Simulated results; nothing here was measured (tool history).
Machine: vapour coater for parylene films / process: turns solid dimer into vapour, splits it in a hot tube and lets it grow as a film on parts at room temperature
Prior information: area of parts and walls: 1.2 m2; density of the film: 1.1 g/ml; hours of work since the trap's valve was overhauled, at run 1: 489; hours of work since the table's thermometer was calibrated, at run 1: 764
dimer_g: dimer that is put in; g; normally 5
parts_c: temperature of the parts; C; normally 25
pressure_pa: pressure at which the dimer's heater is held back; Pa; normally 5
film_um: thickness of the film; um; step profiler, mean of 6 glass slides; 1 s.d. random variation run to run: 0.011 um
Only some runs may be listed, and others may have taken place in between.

run   hour  dimer_g  parts_c  pressure_pa  hours of work since the trap's valve was overhauled  hours of work since the table's thermometer was calibrated  film_um
  1      0        5       25            5                                                  489                                                         764     1.98
  2   16.9        5       25         4.98                                                  499                                                         774     1.99
  3   44.8        5       25         4.98                                                  516                                                         791     1.97
  4   73.1        5       25         4.98                                                  533                                                         808     1.97
  5   93.4        5       25         4.98                                                  546                                                         820     1.95
  6  125.2        5       25         4.98                                                  565                                                         839     1.96
     159.4  -- trap's valve overhauled
  7  163.7        5       25         4.98                                                    3                                                         860     2.06
  8  196.1        5       25         7.21                                                   22                                                         880     1.89
  9  211.5        5       25         7.21                                                   32                                                         889     1.88
 10  240.6        5       25         7.21                                                   49                                                         907     1.89
 11  258.9        5       25         7.21                                                   60                                                         918     1.88
 12  273.4        5       25         7.21                                                   69                                                         927     1.89
 13    307        5       25         7.21                                                   89                                                         947     1.88
 14  341.2        5       25         7.21                                                  110                                                         968     1.84
 15  356.2        3       35         6.99                                                  119                                                         977     0.89
 16  376.2        3       35         6.99                                                  131                                                         989     0.88
 17  408.7        2       32         6.82                                                  151                                                        1009     0.63
 18  438.6        2       32         6.82                                                  169                                                        1027     0.63
 19  471.3        5       35            5                                                  189                                                        1047     1.61
 20  500.6        3       35         3.31                                                  207                                                        1064     1.05
 21  533.4        3       35         3.31                                                  226                                                        1084     1.06
 22  556.8        7       25            5                                                  241                                                        1098     2.85

Alternative continuations, all from the tool just after run 22; predict every row:
  A  587.8        3       28         5.38                                                  259                                                        1117        ?
  B  587.8        3       17         5.01                                                  259                                                        1117        ?
  C  587.8        8       19         6.74                                                  259                                                        1117        ?

run  film_um
  A      1.1
  B     1.46
  C     3.45
Stripped of hidden state, with their random variation kept, the same runs would have yielded:
run  film_um
  A     1.11
  B     1.47
  C     3.47

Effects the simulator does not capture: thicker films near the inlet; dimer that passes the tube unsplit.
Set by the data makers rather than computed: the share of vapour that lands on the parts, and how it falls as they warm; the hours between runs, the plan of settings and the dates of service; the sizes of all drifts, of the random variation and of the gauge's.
